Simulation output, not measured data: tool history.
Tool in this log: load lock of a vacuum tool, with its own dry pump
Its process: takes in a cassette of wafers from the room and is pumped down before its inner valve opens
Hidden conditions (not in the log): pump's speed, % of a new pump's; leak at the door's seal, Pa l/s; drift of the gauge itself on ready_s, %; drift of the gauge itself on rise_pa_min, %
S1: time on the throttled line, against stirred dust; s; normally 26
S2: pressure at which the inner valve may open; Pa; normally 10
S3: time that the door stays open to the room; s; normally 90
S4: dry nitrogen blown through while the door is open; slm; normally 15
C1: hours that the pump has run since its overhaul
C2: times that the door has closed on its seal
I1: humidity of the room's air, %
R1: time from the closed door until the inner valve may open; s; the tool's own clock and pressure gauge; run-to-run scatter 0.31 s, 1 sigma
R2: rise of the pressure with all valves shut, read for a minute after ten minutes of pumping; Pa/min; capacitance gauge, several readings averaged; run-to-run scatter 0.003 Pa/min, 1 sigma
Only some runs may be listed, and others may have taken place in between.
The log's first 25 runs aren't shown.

run	day	S1	S2	S3	S4	C1	C2	I1	R1	R2
26	438.333	25	7	78	18	13044	3763	45.7	56.1	0.067
27	460.158	38	14	88	29	13568	5539	44.4	62.9	0.085
28	475.133	33	14	88	29	13927	6757	43.9	59.6	0.109
# day 477.479: dry pump taken out, an overhauled one fitted
29	495.833	20	14	88	24	441	8421	44.1	43.6	0.140
30	518.892	46	20	90	15	994	10298	45.4	61.5	0.185
31	537.796	33	13	90	22	1448	11836	44.3	53.2	0.218
32	554.625	26	10	90	7	1852	13205	43.2	49.4	0.259
33	576.621	37	16	90	15	2379	14995	43.6	56.2	0.302
34	586.517	37	16	90	15	2617	15799	43.0	56.0	0.322

Expected results for the next run?
35	599.954	37	16	90	15	2939	16893	45.8	?	?

R1: 56.1 s
R2: 0.364 Pa/min
Had the tool carried no hidden state, the very same run would have given R1 55.3 s, R2 0.034 Pa/min.
